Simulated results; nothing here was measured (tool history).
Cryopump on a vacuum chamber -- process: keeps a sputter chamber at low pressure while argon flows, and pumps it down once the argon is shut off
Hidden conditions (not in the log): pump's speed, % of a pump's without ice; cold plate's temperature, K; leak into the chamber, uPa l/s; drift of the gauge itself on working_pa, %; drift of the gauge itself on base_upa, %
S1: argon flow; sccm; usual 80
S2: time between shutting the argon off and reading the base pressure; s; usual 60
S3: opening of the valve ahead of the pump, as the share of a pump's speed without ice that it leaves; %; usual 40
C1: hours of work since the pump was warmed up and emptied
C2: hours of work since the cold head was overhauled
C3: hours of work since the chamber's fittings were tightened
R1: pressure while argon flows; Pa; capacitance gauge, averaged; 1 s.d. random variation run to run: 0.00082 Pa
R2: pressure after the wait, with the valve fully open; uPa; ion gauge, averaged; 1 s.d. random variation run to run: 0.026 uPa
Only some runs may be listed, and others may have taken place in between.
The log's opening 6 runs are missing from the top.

run	day	S1	S2	S3	C1	C2	C3	R1	R2
7	4.05	80	60	40	405	405	104	0.1714	1.19
8	4.967	80	60	40	414	414	114	0.17	1.14
9	5.412	80	60	40	419	419	118	0.1703	1.21
10	6.075	80	60	40	426	426	125	0.1715	1.2
11	6.6	80	60	40	431	431	130	0.1709	1.23
12	7.442	80	60	40	440	440	139	0.1709	1.18
13	8.162	80	60	40	447	447	147	0.1715	1.21
14	9.046	80	60	51	456	456	156	0.1366	1.19
15	9.708	160	60	40	463	463	162	0.3436	1.24
16	10.388	98	54	42	470	470	169	0.1998	1.34
17	11.275	98	54	42	479	479	178	0.2015	1.37
18	11.838	52	151	26	485	485	184	0.1684	0.68
19	12.462	88	151	26	491	491	191	0.2823	0.69
20	13.379	88	151	26	501	501	200	0.2835	0.7
21	13.779	44	151	26	505	505	204	0.1413	0.73
22	14.275	44	151	26	510	510	209	0.1414	0.69
23	14.775	59	29	57	515	515	214	0.089	2.26
24	15.662	90	29	46	524	524	224	0.1705	2.32
25	16.512	90	29	46	533	533	232	0.1691	2.25
26	16.95	90	29	46	537	537	237	0.1707	2.27
27	17.567	90	51	22	544	544	243	0.3441	1.46
28	18.212	90	96	19	550	550	250	0.3976	0.99
29	18.858	80	60	18	557	557	256	0.3737	1.27
30	19.721	80	60	18	566	566	265	0.3762	1.33

Forecast each of these 4 alternatives for the next run:
A	20.279	80	60	18	572	572	271	?	?
B	20.279	80	60	28	572	572	271	?	?
C	20.279	38	117	39	572	572	271	?	?
D	20.279	111	60	33	572	572	271	?	?

run	R1	R2
A	0.3735	1.27
B	0.2421	1.32
C	0.0831	0.87
D	0.286	1.28
Stripped of hidden state, with their random variation kept, the same runs would have yielded:
run	R1	R2
A	0.3643	1.03
B	0.233	1.08
C	0.0788	0.62
D	0.2734	1.04
